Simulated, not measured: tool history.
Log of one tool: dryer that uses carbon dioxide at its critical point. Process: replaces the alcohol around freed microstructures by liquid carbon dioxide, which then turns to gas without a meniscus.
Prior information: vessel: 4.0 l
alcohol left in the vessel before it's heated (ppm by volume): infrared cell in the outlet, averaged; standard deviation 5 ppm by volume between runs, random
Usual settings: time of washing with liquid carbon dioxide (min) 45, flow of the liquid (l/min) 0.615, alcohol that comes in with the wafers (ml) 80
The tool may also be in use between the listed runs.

run   hour  time of washing with liquid carbon dioxide (min)  flow of the liquid (l/min)  alcohol that comes in with the wafers (ml)  alcohol left in the vessel before it's heated (ppm by volume)
  1      0                                                45                       0.615                                          80                                                             38
  2   12.2                                                45                       0.615                                          80                                                             44
  3   25.4                                                45                       0.615                                          80                                                             43
  4     35                                                45                       0.615                                          80                                                             37
  5     48                                                45                       0.615                                          80                                                             46
  6   60.4                                                45                       0.679                                          80                                                             37
  7   73.4                                                45                       0.679                                          80                                                             31
  8   80.2                                                45                       0.615                                          62                                                             49
  9   89.8                                                45                        0.54                                          62                                                             72
 10   95.6                                                45                       0.615                                          21                                                             34
 11  104.8                                                45                       0.615                                          21                                                             36
 12  111.9                                                45                       0.845                                          80                                                             37
 13  120.4                                                45                       0.845                                          80                                                             43
 14  128.3                                                45                       0.845                                          80                                                             39
 15  138.5                                                45                       0.448                                          80                                                            199
 16  147.2                                                45                       0.695                                          57                                                             46
 17  158.7                                                55                       0.615                                          30                                                             36
 18    172                                                45                       0.416                                          50                                                            186
 19  184.8                                                35                       0.615                                          52                                                            132
 20  193.7                                                45                       0.615                                          58                                                             65
 21  204.8                                                56                       0.713                                          24                                                             49
 22  214.4                                                56                        0.53                                          27                                                             55
 23    226                                                56                        0.53                                          27                                                             68
 24  236.9                                                63                       0.807                                          48                                                             52
 25  250.1                                                45                       0.647                                          34                                                             64

3 options for the next run, each taken on its own from the tool as it stands now. Forecast them:
  A  256.5                                                45                        0.83                                         113                                                              ?
  B  256.5                                                59                       0.509                                          62                                                              ?
  C  256.5                                                37                       0.507                                          24                                                              ?

run  alcohol left in the vessel before it's heated (ppm by volume)
  A                                                             70
  B                                                             74
  C                                                            130
The same runs, with their run-to-run variation unchanged, on a tool lacking any hidden condition would have given:
run  alcohol left in the vessel before it's heated (ppm by volume)
  A                                                             17
  B                                                             17
  C                                                             63

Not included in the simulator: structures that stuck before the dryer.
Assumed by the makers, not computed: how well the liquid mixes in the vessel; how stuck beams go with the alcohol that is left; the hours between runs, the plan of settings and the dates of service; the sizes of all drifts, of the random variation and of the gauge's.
